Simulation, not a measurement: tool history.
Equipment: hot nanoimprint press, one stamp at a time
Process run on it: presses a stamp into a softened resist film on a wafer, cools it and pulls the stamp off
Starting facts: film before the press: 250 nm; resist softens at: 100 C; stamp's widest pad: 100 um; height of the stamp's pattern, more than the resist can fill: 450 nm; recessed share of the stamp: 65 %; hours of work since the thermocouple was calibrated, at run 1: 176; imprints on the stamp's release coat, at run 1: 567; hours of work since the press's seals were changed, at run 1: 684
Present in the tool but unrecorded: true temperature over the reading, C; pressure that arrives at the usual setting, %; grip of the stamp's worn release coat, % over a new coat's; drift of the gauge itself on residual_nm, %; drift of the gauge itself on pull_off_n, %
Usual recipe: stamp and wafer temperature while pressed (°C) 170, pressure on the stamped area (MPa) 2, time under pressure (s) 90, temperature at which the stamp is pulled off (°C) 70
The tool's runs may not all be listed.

run	hour	stamp and wafer temperature while pressed (°C)	pressure on the stamped area (MPa)	time under pressure (s)	temperature at which the stamp is pulled off (°C)	hours of work since the thermocouple was calibrated	imprints on the stamp's release coat	hours of work since the press's seals were changed	resist left under the stamp's widest pad (angstrom)	greatest force while the stamp is pulled off (N)
1	0	170	2	90	70	176	567	684	942	131
2	35.2	170	2	90	70	197	649	705	924	133
3	53.1	170	2	163	70	208	691	716	748	132
4	78.3	170	2	90	70	223	749	731	944	137
5	95.7	170	2	90	70	233	790	741	951	134
6	129.3	170	2	90	70	253	868	761	941	140
7	165.5	170	2	90	70	275	952	783	947	138
8	192.8	170	2	90	70	291	1015	799	951	140
9	219.7	182	3.07	62	61	307	1078	815	499	180
10	240.2	179	1.56	62	61	319	1125	827	807	178
11	255.4	174	1.56	62	61	328	1161	836	1020	180
12	286.4	170	2	76	74	347	1233	855	1026	129
# hour 320.4: press's hydraulic seals changed and the load cell set to zero
13	323.2	167	2.92	78	65	364	1300	2	929	163
14	347.8	167	2.92	78	65	379	1357	16	950	160

Measured result minus the same run's result without the hidden state. Both carry the same run-to-run variation, though not necessarily the same gauge scatter:
run	resist left under the stamp's widest pad (angstrom)	greatest force while the stamp is pulled off (N)
1	+55	+11
2	+58	+13
3	+50	+14
4	+62	+15
5	+65	+15
6	+68	+18
7	+71	+19
8	+75	+21
9	+51	+26
10	+59	+28
11	+74	+29
12	+90	+22
13	+52	+29
14	+56	+30
